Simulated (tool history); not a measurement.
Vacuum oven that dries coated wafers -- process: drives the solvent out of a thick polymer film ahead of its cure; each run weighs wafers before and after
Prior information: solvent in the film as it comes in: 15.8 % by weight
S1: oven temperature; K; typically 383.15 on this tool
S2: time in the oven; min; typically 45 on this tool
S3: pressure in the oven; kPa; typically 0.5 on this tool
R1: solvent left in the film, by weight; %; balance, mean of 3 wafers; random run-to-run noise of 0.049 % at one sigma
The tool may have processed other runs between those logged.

run	day	S1	S2	S3	R1
1	0	383.15	45	0.5	3.97
2	0.346	383.15	42	0.5	4.29
3	0.767	383.15	42	0.5	4.14
4	1.067	383.15	42	0.5	4.26
5	1.312	383.15	42	0.5	4.13
6	1.592	383.15	42	0.5	4.15
7	1.858	383.15	42	0.5	4.32
8	2.142	383.15	42	0.5	4.17
9	2.467	385.15	45	0.5	3.34
10	2.875	385.15	45	0.5	3.32
11	3.338	385.15	25	0.5	5.89
12	3.792	385.15	25	0.5	6.04
13	4.15	383.15	45	0.5	3.99
14	4.508	383.15	45	0.5	4.07
15	4.862	383.15	45	0.5	3.94
16	5.183	383.15	45	0.411	3.94
17	5.538	385.15	39	0.634	4.13
18	6.017	385.15	39	0.602	4.07
19	6.404	380.15	35	0.5	6.14
# day 6.504: vacuum gauge cleaned of residue and calibrated
20	6.983	374.15	72	0.867	5.28
21	7.338	374.15	72	0.867	4.98
22	7.704	374.15	72	0.867	5.17
23	8.038	374.15	72	0.867	5.13
24	8.283	374.15	72	0.867	5.12
25	8.675	382.15	31	0.644	6.27
26	8.962	382.15	31	0.644	6.21
# day 9.425: vacuum gauge cleaned of residue and calibrated, once more
27	9.479	383.15	45	0.543	4.02
28	9.704	383.15	45	0.543	4.12
29	10.175	383.15	45	0.543	4.15

How would selected steps in R1 from run to run divide? Give the signed amount a tool lacking its hidden state would still show from settings, what came in and random variation, and the signed amount left for the hidden state, including any gauge scatter that is not in both of the compared results.
Hidden conditions of the tool in this case: true wafer temperature over the reading, C; true pressure over the reading, kPa; drift of the gauge itself on solvent_pct, %.
Run 10 -> 11: S2 45 -> 25. R1 +2.57 %: hidden state +0.03, all else +2.54.
Run 19 -> 20: S1 380.15 -> 374.15, S2 35 -> 72, S3 0.5 -> 0.867, vacuum gauge cleaned of residue and calibrated. R1 -0.86 %: hidden state +0.08, all else -0.94.
Run 26 -> 27: S1 382.15 -> 383.15, S2 31 -> 45, S3 0.644 -> 0.543, vacuum gauge cleaned of residue and calibrated, once more. R1 -2.19 %: hidden state -0.06, all else -2.13.
